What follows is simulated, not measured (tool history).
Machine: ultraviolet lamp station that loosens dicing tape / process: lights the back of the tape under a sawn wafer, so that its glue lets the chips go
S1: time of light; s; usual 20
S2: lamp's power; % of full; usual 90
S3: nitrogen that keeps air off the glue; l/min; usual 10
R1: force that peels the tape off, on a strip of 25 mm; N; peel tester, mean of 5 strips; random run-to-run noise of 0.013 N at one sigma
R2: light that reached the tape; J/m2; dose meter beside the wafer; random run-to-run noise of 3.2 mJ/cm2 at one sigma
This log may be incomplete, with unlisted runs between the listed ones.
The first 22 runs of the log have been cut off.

run,hour,S1,S2,S3,R1,R2
23,234.1,24,63,10,1.142,3630
24,247.9,24,63,10,1.188,3730
25,254.9,24,63,10,1.137,3670
26,264.6,11,63,4,4.051,1670
27,274.9,17,61,10,2.14,2470
28,282,25,72,7,1.033,4360
29,293.7,25,72,7,1.112,4330
30,307.3,11,90,10,2.251,2320
31,320.4,12,94,13,1.719,2690
32,329.7,34,99,12,0.169,7930
33,342.1,36,74,6,0.553,6200
34,357.2,20,89,7,1.182,4140
35,369.2,28,89,7,0.589,5810
36,377.2,20,90,4,1.533,4160
37,389,20,91,4,1.605,4210

What does the tool deliver on the next run?
38,396.8,32,92,10,?,?

Run 38 came out at R1 0.294 N, R2 6820 J/m2.
If the tool had no hidden condition, the same run with the same run-to-run variation would have returned R1 0.172 N, R2 8450 J/m2.

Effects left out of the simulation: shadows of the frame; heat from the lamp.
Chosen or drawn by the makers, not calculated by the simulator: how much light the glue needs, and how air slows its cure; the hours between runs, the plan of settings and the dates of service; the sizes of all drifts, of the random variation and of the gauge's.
